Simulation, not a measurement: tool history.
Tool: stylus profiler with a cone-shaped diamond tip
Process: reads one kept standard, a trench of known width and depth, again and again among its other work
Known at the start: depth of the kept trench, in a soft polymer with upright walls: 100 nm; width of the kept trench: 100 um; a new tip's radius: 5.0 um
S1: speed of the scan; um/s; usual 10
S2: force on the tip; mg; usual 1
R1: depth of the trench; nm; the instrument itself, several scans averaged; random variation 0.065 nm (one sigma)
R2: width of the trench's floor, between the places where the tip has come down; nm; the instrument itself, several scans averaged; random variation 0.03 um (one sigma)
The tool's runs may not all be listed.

run	hour	S1	S2	R1	R2
1	0	10	1	100.5	97770
2	25.4	10	1	100.41	97870
3	40.2	10	1	100.46	97760
4	54.5	10	1	100.36	97810
5	66.7	10	1	100.58	97740
6	82.5	10	1.55	100.69	97810
7	99.2	10	1.55	100.74	97730
8	122.6	5	1.55	100.75	97850
9	150.4	10	1	100.51	97760
10	166.2	10	1	100.46	97770
11	195.8	10	1	100.47	97720
12	225.7	10	1	100.51	97760
13	241.3	10	1	100.4	97700
14	254	10	1	100.45	97650
15	275.4	4	1	100.42	97750
16	298.7	4	1	100.31	97730
17	326	10	1	100.41	97670
18	338.2	10	1	100.35	97640
19	363.5	10	1	100.5	97670
20	389.7	10	1	100.45	97620
21	413.9	17	1	100.37	97570
22	433.1	17	1	100.43	97620
23	448.7	10	1	100.39	97660
24	475.9	3	1.72	100.68	97660
25	491.3	11	1.96	100.74	97550
26	508.1	30	0.64	100.15	97360
27	535	30	0.64	100.08	97330
28	555.1	5	0.84	100.3	97620
29	582.3	19	0.42	100.04	97440
30	596.6	17	0.54	100.1	97440
31	623.6	17	0.54	100.1	97450
32	651.8	17	0.54	100.17	97450
33	670.5	19	1.29	100.41	97450
34	684.2	10	0.34	100.03	97460
35	707.9	4	2.54	100.88	97570
36	722.3	4	2.54	100.8	97570
37	751.8	2	0.65	100.25	97550
38	779.5	2	0.65	100.31	97540
39	804.3	2	0.65	100.14	97480
40	821.9	4	1.63	100.55	97510
41	839.5	4	1.63	100.54	97500
42	866.9	13	0.4	100.02	97400
43	895.4	13	0.4	99.85	97360
44	909.7	7	1	100.2	97470
45	930.7	17	0.37	99.9	97260
46	952.3	2	1.72	100.36	97490

Hidden state or all else? Some run-to-run changes of R1, split into what the settings, what came in and random variation would give without the hidden state, and what is left for the hidden state (with any gauge scatter that isn't in both results):
The hidden state here: radius of the tip, um; height scale over the true one, %; drift of the gauge itself on depth_nm, %; drift of the gauge itself on floor_um, %.
Run 25 -> 26: S1 11 -> 30, S2 1.96 -> 0.64. R1 -0.59 nm: hidden state -0.01, all else -0.58.
Run 32 -> 33: S1 17 -> 19, S2 0.54 -> 1.29. R1 +0.24 nm: hidden state -0.02, all else +0.26.
Run 34 -> 35: S1 10 -> 4, S2 0.34 -> 2.54. R1 +0.85 nm: hidden state -0.02, all else +0.87.
Run 36 -> 37: S1 4 -> 2, S2 2.54 -> 0.65. R1 -0.55 nm: hidden state +0, all else -0.55.
Run 39 -> 40: S1 2 -> 4, S2 0.65 -> 1.63. R1 +0.41 nm: hidden state -0.02, all else +0.43.
